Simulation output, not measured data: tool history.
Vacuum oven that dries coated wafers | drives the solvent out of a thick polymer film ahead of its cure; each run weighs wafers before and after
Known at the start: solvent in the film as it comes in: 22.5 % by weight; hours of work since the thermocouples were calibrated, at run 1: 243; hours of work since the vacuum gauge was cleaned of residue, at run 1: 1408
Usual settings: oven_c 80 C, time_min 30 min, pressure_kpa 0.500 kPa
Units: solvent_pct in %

| run | hour | oven_c | time_min | pressure_kpa | hours of work since the thermocouples were calibrated | hours of work since the vacuum gauge was cleaned of residue | solvent_pct |
|---|---|---|---|---|---|---|---|
| 1 | 0.0 | 80 | 30 | 0.500 | 243 | 1408 | 4.40 |
| 2 | 48.3 | 80 | 30 | 0.500 | 274 | 1439 | 4.41 |
| 3 | 87.8 | 80 | 30 | 0.500 | 300 | 1464 | 4.38 |
| 4 | 146.3 | 80 | 30 | 0.500 | 337 | 1502 | 4.37 |
| 5 | 209.7 | 80 | 16 | 0.500 | 378 | 1543 | 8.50 |
| 6 | 270.0 | 80 | 16 | 0.500 | 417 | 1582 | 8.46 |
| 7 | 303.4 | 80 | 16 | 0.500 | 439 | 1603 | 8.56 |
| 8 | 347.3 | 70 | 16 | 0.500 | 467 | 1631 | 12.37 |
| 9 | 402.8 | 68 | 28 | 1.455 | 503 | 1667 | 10.26 |
| 10 | 459.1 | 68 | 28 | 1.455 | 539 | 1703 | 10.26 |

Run 11 comes next. What will it give?
| 11 | 496.3 | 80 | 32 | 1.037 | 563 | 1727 | ? |

Run 11 gave solvent_pct 4.15 %.
Without the tool's hidden state the same run would have given solvent_pct 4.16 %.

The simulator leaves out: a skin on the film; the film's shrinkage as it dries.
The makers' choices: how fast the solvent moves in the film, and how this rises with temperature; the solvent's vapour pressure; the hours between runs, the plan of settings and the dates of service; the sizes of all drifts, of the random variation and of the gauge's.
